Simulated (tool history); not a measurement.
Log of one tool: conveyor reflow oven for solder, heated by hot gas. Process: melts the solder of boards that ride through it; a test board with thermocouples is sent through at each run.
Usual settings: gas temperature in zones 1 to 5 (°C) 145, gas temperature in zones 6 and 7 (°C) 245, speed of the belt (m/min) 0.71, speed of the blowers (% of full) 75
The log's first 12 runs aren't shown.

run,day,gas temperature in zones 1 to 5 (°C),gas temperature in zones 6 and 7 (°C),speed of the belt (m/min),speed of the blowers (% of full),highest temperature of the board (°C),time above the solder's melting point (s)
13,19.05,145,245,0.71,77,233.1,55.6
14,21.183,146,245,0.71,75,233.6,55.8
15,23.4,146,245,0.71,75,233.5,55.7
# day 23.683: belt drive overhauled, speed set with a stopwatch
16,25.204,133,245,0.71,75,231.6,52.8
17,27.483,133,245,0.71,75,231.7,52.3
# day 28.9: flux residue cleaned out of gas plates and filters
18,29.992,147,252,0.71,75,241.3,59.4
# day 30.262: belt drive overhauled, speed set with a stopwatch, once more
19,31.088,145,251,0.71,53,230.7,52.8
20,32.779,145,251,0.71,75,238.6,56
21,34.292,145,251,0.71,75,238.1,55.1
22,36.212,157,256,0.71,73,244.2,60.4
23,37.646,156,245,0.71,75,235.2,58
24,38.6,156,239,0.736,75,228.9,53.5
25,39.967,156,239,0.736,75,227.8,53.8
26,41.612,156,239,0.736,75,228.2,53.9
27,42.946,157,245,0.633,75,237.2,65.6
28,45.258,157,245,0.633,75,237.3,67
29,46.421,157,245,0.633,75,238.1,64.9
# day 46.717: thermocouples of zones 6 and 7 changed
30,47.475,140,248,0.681,70,232.1,54.8
31,49.5,145,260,0.71,88,246.3,58.4
32,50.521,145,260,0.71,88,246.2,58.4

Forecast each of these 3 alternatives for the next run:
A,52.504,144,260,0.693,88,?,?
B,52.504,145,260,0.708,88,?,?
C,52.504,141,260,0.637,77,?,?

run,highest temperature of the board (°C),time above the solder's melting point (s)
A,246.9,60.1
B,245.5,58.1
C,246.8,63.7
Without the tool's hidden state the same runs would have given:
run,highest temperature of the board (°C),time above the solder's melting point (s)
A,248,59.7
B,246.6,57.8
C,247.7,63.3

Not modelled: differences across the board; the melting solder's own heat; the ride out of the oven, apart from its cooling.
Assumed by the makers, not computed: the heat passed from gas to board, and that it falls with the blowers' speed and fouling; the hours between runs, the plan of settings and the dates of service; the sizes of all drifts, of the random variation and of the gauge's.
